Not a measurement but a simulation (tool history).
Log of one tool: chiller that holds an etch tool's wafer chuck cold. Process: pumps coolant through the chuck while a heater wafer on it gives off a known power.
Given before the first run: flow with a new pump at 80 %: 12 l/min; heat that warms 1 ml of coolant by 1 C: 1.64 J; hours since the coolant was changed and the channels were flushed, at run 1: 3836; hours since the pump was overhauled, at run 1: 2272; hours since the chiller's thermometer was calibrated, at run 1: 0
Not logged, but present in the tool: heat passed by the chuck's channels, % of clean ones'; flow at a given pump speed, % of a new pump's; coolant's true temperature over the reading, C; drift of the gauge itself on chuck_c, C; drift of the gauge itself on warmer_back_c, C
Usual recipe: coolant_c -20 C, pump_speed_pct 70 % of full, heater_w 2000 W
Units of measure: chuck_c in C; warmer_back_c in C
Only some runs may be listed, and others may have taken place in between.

run,hour,coolant_c,pump_speed_pct,heater_w,hours since the coolant was changed and the channels were flushed,hours since the pump was overhauled,hours since the chiller's thermometer was calibrated,chuck_c,warmer_back_c
1,0,-20,70,2000,3836,2272,0,5.5,7.31
2,35,-20,70,2000,3871,2307,35,5.8,7.31
3,82.7,-20,70,2000,3918,2355,83,5.7,7.33
4,136.3,-20,70,2000,3972,2409,136,5.8,7.36
5,174.7,-20,70,2000,4010,2447,175,5.8,7.37
6,224.9,-20,70,2000,4060,2497,225,5.7,7.34
7,269,-20,70,2000,4105,2541,269,5.7,7.31
8,326.3,-20,70,2000,4162,2599,326,5.9,7.38
9,359,-20,70,2000,4194,2631,359,6,7.31
10,402.4,-20,70,2000,4238,2675,402,6,7.31
# hour 407: chiller's thermometer calibrated
11,461,-20,70,2000,4296,2732,54,5.9,7.38
12,518.1,-20,70,2000,4353,2790,111,6,7.36
13,567.6,-20,70,2885,4402,2839,161,17.5,10.69
14,608,-20,70,2885,4443,2879,201,17.4,10.6
15,648.8,-20,70,2885,4483,2920,242,17.6,10.68
# hour 678.2: chiller's thermometer calibrated, once more
16,678.2,-10,67,1408,4512,2949,0,8.8,5.49
17,729.7,-18,88,2638,4563,3000,51,11.7,7.63
18,787.4,-18,88,2638,4621,3058,109,11.8,7.77
19,835.6,-18,90,2638,4669,3106,157,11.2,7.53
20,890,-24,70,2374,4724,3160,212,6.9,8.8
21,945.6,-24,70,2374,4779,3216,267,6.9,8.87
22,1002.5,-24,70,2374,4836,3273,324,7,8.88
23,1035.9,-23,66,2000,4869,3306,358,4,8
24,1074.5,-23,66,1311,4908,3345,396,-5.2,5.29
25,1123,-23,66,1311,4957,3393,445,-5.1,5.2
26,1164,-13,88,1524,4998,3434,486,4.2,4.43
27,1190,-26,70,2706,5024,3460,512,9.5,10.11
28,1241.4,-26,70,2706,5075,3512,563,9.3,10.07
29,1303,-30,97,1989,5137,3573,625,-8.8,5.19

Selected run-to-run steps in chuck_c, each split into two signed amounts: the part the tool would show with no hidden state at all (from settings, incoming material and random variation), and the remainder, which goes to the hidden state together with any gauge scatter not common to the measured and the hidden-state-free results:
Run 12 -> 13: heater_w 2000 -> 2885. chuck_c +11.5 C: hidden state +0.8, all else +10.7.
Run 15 -> 16: coolant_c -20 -> -10, pump_speed_pct 70 -> 67, heater_w 2885 -> 1408, chiller's thermometer calibrated, once more. chuck_c -8.8 C: hidden state -1.4, all else -7.4.
Run 26 -> 27: coolant_c -13 -> -26, pump_speed_pct 88 -> 70, heater_w 1524 -> 2706. chuck_c +5.3 C: hidden state +1.4, all else +3.9.
Run 28 -> 29: coolant_c -26 -> -30, pump_speed_pct 70 -> 97, heater_w 2706 -> 1989. chuck_c -18.1 C: hidden state -1, all else -17.1.

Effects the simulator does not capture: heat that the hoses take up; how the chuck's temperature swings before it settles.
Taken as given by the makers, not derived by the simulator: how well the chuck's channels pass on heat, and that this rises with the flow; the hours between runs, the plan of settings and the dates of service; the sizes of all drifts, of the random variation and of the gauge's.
